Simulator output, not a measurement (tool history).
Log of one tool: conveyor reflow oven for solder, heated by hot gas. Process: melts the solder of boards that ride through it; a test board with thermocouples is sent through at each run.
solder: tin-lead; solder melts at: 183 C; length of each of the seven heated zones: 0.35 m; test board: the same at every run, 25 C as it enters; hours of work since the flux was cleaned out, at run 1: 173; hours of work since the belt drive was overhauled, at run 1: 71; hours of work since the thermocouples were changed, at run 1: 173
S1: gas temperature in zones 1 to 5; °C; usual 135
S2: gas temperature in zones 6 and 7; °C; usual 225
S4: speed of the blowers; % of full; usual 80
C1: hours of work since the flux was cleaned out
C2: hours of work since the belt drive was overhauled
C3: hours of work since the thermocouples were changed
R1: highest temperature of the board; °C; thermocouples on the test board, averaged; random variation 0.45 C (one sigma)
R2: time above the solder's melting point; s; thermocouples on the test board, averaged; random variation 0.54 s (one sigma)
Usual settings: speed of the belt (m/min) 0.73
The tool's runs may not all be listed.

{"run": 1, "hour": 0.0, "S1": 135, "S2": 225, "speed of the belt (m/min)": 0.73, "S4": 80, "C1": 173, "C2": 71, "C3": 173, "R1": 203.7, "R2": 31.3}
{"run": 2, "hour": 58.0, "S1": 135, "S2": 225, "speed of the belt (m/min)": 0.73, "S4": 80, "C1": 198, "C2": 96, "C3": 198, "R1": 203, "R2": 29.8}
{"hour": 85.9, "done": "flux residue cleaned out of gas plates and filters"}
{"run": 3, "hour": 156.5, "S1": 135, "S2": 225, "speed of the belt (m/min)": 0.73, "S4": 80, "C1": 31, "C2": 138, "C3": 240, "R1": 204.8, "R2": 32.7}
{"run": 4, "hour": 248.1, "S1": 135, "S2": 225, "speed of the belt (m/min)": 0.73, "S4": 80, "C1": 72, "C2": 179, "C3": 281, "R1": 204.4, "R2": 31.4}
{"run": 5, "hour": 308.2, "S1": 135, "S2": 225, "speed of the belt (m/min)": 0.73, "S4": 80, "C1": 99, "C2": 206, "C3": 308, "R1": 204.3, "R2": 31.7}
{"run": 6, "hour": 355.5, "S1": 135, "S2": 225, "speed of the belt (m/min)": 0.73, "S4": 80, "C1": 120, "C2": 227, "C3": 329, "R1": 203.4, "R2": 31.2}
{"run": 7, "hour": 423.6, "S1": 135, "S2": 225, "speed of the belt (m/min)": 0.749, "S4": 80, "C1": 150, "C2": 257, "C3": 359, "R1": 202.7, "R2": 28.7}
{"run": 8, "hour": 507.9, "S1": 135, "S2": 225, "speed of the belt (m/min)": 0.749, "S4": 80, "C1": 188, "C2": 295, "C3": 397, "R1": 202.5, "R2": 28.5}
{"hour": 556.1, "done": "flux residue cleaned out of gas plates and filters"}
{"run": 9, "hour": 574.5, "S1": 135, "S2": 225, "speed of the belt (m/min)": 0.73, "S4": 54, "C1": 8, "C2": 322, "C3": 424, "R1": 198.4, "R2": 24.5}
{"run": 10, "hour": 616.9, "S1": 135, "S2": 225, "speed of the belt (m/min)": 0.73, "S4": 80, "C1": 27, "C2": 341, "C3": 443, "R1": 203.8, "R2": 33}
{"run": 11, "hour": 700.6, "S1": 135, "S2": 216, "speed of the belt (m/min)": 0.73, "S4": 80, "C1": 64, "C2": 378, "C3": 480, "R1": 196.8, "R2": 25}
{"run": 12, "hour": 794.5, "S1": 135, "S2": 225, "speed of the belt (m/min)": 0.73, "S4": 80, "C1": 106, "C2": 420, "C3": 522, "R1": 204.3, "R2": 31.7}
{"run": 13, "hour": 875.5, "S1": 135, "S2": 225, "speed of the belt (m/min)": 0.73, "S4": 80, "C1": 142, "C2": 456, "C3": 558, "R1": 202.9, "R2": 30.8}
{"run": 14, "hour": 937.0, "S1": 135, "S2": 225, "speed of the belt (m/min)": 0.73, "S4": 80, "C1": 170, "C2": 483, "C3": 586, "R1": 202.8, "R2": 30}
{"run": 15, "hour": 977.8, "S1": 135, "S2": 225, "speed of the belt (m/min)": 0.73, "S4": 80, "C1": 188, "C2": 502, "C3": 604, "R1": 202.8, "R2": 30.4}
{"hour": 990.2, "done": "belt drive overhauled, speed set with a stopwatch"}
{"hour": 1028.9, "done": "flux residue cleaned out of gas plates and filters"}
{"run": 16, "hour": 1028.9, "S1": 135, "S2": 225, "speed of the belt (m/min)": 0.73, "S4": 80, "C1": 0, "C2": 15, "C3": 622, "R1": 205.1, "R2": 33}
{"run": 17, "hour": 1120.1, "S1": 145, "S2": 224, "speed of the belt (m/min)": 0.73, "S4": 80, "C1": 41, "C2": 56, "C3": 663, "R1": 205.5, "R2": 36.6}
{"hour": 1140.1, "done": "thermocouples of zones 6 and 7 changed"}
{"run": 18, "hour": 1213.4, "S1": 145, "S2": 224, "speed of the belt (m/min)": 0.73, "S4": 80, "C1": 81, "C2": 96, "C3": 33, "R1": 207, "R2": 36.9}
{"run": 19, "hour": 1296.6, "S1": 135, "S2": 225, "speed of the belt (m/min)": 0.59, "S4": 72, "C1": 118, "C2": 133, "C3": 70, "R1": 209.6, "R2": 48}
{"run": 20, "hour": 1339.9, "S1": 146, "S2": 225, "speed of the belt (m/min)": 0.672, "S4": 53, "C1": 138, "C2": 153, "C3": 89, "R1": 203.6, "R2": 37.1}
{"run": 21, "hour": 1388.6, "S1": 125, "S2": 221, "speed of the belt (m/min)": 0.871, "S4": 85, "C1": 159, "C2": 174, "C3": 111, "R1": 193.1, "R2": 14.3}
{"hour": 1399.2, "done": "belt drive overhauled, speed set with a stopwatch, once more"}
{"run": 22, "hour": 1456.2, "S1": 138, "S2": 217, "speed of the belt (m/min)": 0.871, "S4": 85, "C1": 188, "C2": 25, "C3": 139, "R1": 192.1, "R2": 15.7}
{"hour": 1505.4, "done": "flux residue cleaned out of gas plates and filters"}
{"run": 23, "hour": 1520.5, "S1": 138, "S2": 223, "speed of the belt (m/min)": 0.63, "S4": 85, "C1": 7, "C2": 52, "C3": 165, "R1": 209.1, "R2": 45}
{"run": 24, "hour": 1600.1, "S1": 126, "S2": 225, "speed of the belt (m/min)": 0.73, "S4": 62, "C1": 42, "C2": 87, "C3": 201, "R1": 198.7, "R2": 24}
{"run": 25, "hour": 1679.7, "S1": 150, "S2": 224, "speed of the belt (m/min)": 0.73, "S4": 62, "C1": 78, "C2": 123, "C3": 236, "R1": 203.4, "R2": 35.4}
{"run": 26, "hour": 1735.9, "S1": 141, "S2": 234, "speed of the belt (m/min)": 0.75, "S4": 59, "C1": 103, "C2": 148, "C3": 261, "R1": 205.9, "R2": 33.1}
{"run": 27, "hour": 1791.2, "S1": 139, "S2": 237, "speed of the belt (m/min)": 0.699, "S4": 53, "C1": 127, "C2": 172, "C3": 286, "R1": 209, "R2": 38}
{"run": 28, "hour": 1885.2, "S1": 139, "S2": 237, "speed of the belt (m/min)": 0.699, "S4": 53, "C1": 169, "C2": 214, "C3": 328, "R1": 208.1, "R2": 37}
{"run": 29, "hour": 1955.4, "S1": 139, "S2": 237, "speed of the belt (m/min)": 0.699, "S4": 53, "C1": 200, "C2": 246, "C3": 359, "R1": 208, "R2": 36.3}

3 ways to go on from here, each from the tool as it stands after run 29. What would each give?
{"hour": 1974.4, "done": "flux residue cleaned out of gas plates and filters"}
{"run": "A", "hour": 2038.9, "S1": 142, "S2": 225, "speed of the belt (m/min)": 0.656, "S4": 60, "C1": 29, "C2": 281, "C3": 394, "R1": "?", "R2": "?"}
{"hour": 1974.4, "done": "flux residue cleaned out of gas plates and filters"}
{"run": "B", "hour": 2038.9, "S1": 143, "S2": 214, "speed of the belt (m/min)": 0.73, "S4": 53, "C1": 29, "C2": 281, "C3": 394, "R1": "?", "R2": "?"}
{"hour": 1974.4, "done": "flux residue cleaned out of gas plates and filters"}
{"run": "C", "hour": 2038.9, "S1": 122, "S2": 230, "speed of the belt (m/min)": 0.699, "S4": 53, "C1": 29, "C2": 281, "C3": 394, "R1": "?", "R2": "?"}

run=A R1=206 R2=39.1
run=B R1=191.3 R2=17.6
run=C R1=200.3 R2=26.4
Without the tool's hidden state the same runs would have given:
run=A R1=207.2 R2=40.2
run=B R1=192.4 R2=19.3
run=C R1=201.6 R2=27.7
